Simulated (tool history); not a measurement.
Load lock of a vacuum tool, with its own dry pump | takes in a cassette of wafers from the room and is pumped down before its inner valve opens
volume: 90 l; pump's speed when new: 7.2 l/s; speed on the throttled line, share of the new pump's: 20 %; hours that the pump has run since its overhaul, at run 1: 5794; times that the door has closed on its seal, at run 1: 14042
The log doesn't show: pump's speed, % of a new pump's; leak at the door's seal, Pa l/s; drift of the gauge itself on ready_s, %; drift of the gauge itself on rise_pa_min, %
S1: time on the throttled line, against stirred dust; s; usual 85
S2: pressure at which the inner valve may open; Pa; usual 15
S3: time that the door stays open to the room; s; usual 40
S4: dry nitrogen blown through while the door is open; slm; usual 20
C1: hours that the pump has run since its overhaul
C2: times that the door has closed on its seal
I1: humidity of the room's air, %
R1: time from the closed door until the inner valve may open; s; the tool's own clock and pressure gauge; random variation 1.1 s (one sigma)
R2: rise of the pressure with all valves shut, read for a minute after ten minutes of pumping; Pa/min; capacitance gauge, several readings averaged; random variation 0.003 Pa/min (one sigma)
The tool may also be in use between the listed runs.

run,hour,S1,S2,S3,S4,C1,C2,I1,R1,R2
1,0,85,15,40,20,5794,14042,48.2,178.1,0.016
2,79.6,71,15,40,20,5873,14304,45,166.9,0.016
3,197,85,15,40,20,5991,14692,44,177.1,0.017
4,266.3,85,15,40,20,6060,14920,43.7,177.6,0.017
5,374.5,85,15,40,20,6168,15278,43,179,0.017
6,471.6,85,15,109,20,6265,15598,43.1,179.4,0.03
7,569.1,85,15,40,20,6363,15919,46.8,180.3,0.016
8,657.7,85,15,40,20,6451,16212,44.6,178.5,0.017
9,743.4,85,15,40,20,6537,16495,44.7,177.9,0.014
10,813.3,85,15,40,11,6607,16725,45.1,179.2,0.024
11,878.1,85,15,40,11,6672,16939,46.1,179.6,0.024
12,1007.1,85,11,40,11,6801,17365,42.3,184.6,0.022
13,1100.8,82,15,40,20,6894,17674,46.8,176,0.015
14,1215.6,85,15,40,20,7009,18053,47.7,178.3,0.017
15,1331.1,85,15,40,20,7125,18434,48.2,178.7,0.013
16,1451.4,85,15,40,20,7245,18831,48,178.5,0.017
17,1534.8,85,15,40,20,7328,19106,45.5,180.6,0.016
18,1600.5,85,15,40,20,7394,19323,47.1,179.2,0.015
19,1700.4,85,15,40,32,7494,19652,43.1,178.1,0.012
20,1819.8,85,15,40,43,7613,20046,47,179.1,0.013
21,1919,54,15,37,4,7713,20374,44.7,153.3,0.031
22,2013.3,49,15,40,20,7807,20685,46.6,148.7,0.012
# hour 2071.6: door's seal changed, seat wiped
23,2144.9,100,15,36,15,7937,242,43.9,190.6,0.015
24,2216.9,100,15,33,15,8009,479,41.7,189.6,0.012
25,2357.3,100,15,48,15,8149,943,42.5,187.6,0.019
26,2449.3,100,15,48,15,8241,1247,44.2,189.4,0.015
27,2567.6,85,20,51,20,8360,1637,42.6,174.5,0.016
28,2698.5,85,27,40,6,8491,2069,40.8,172.9,0.023
29,2793.2,85,18,49,20,8585,2381,47.1,177.8,0.015
30,2936,133,26,65,5,8728,2852,45.3,211.6,0.041
31,3037.9,133,26,65,5,8830,3188,46.5,209,0.044
32,3125.2,116,26,65,18,8917,3477,45.7,196.6,0.017
33,3183.3,116,26,65,18,8975,3668,44.7,195.6,0.025
34,3254.9,116,26,65,18,9047,3905,44.9,196,0.018
35,3345.3,116,26,65,18,9137,4203,43.8,197.2,0.019
36,3456.9,72,15,40,23,9249,4571,44.4,168.6,0.013

Forecast each of these 4 alternatives for the next run:
A,3542.9,95,15,40,20,9335,4855,41.5,?,?
B,3542.9,85,15,41,13,9335,4855,41.2,?,?
C,3542.9,85,25,192,20,9335,4855,43.7,?,?
D,3542.9,85,18,40,20,9335,4855,43.3,?,?

run,R1,R2
A,186,0.01
B,177.3,0.012
C,173.6,0.045
D,177.9,0.017
Without the tool's hidden state the same runs would have given:
run,R1,R2
A,185.9,0.01
B,177.2,0.012
C,173.5,0.045
D,177.8,0.017

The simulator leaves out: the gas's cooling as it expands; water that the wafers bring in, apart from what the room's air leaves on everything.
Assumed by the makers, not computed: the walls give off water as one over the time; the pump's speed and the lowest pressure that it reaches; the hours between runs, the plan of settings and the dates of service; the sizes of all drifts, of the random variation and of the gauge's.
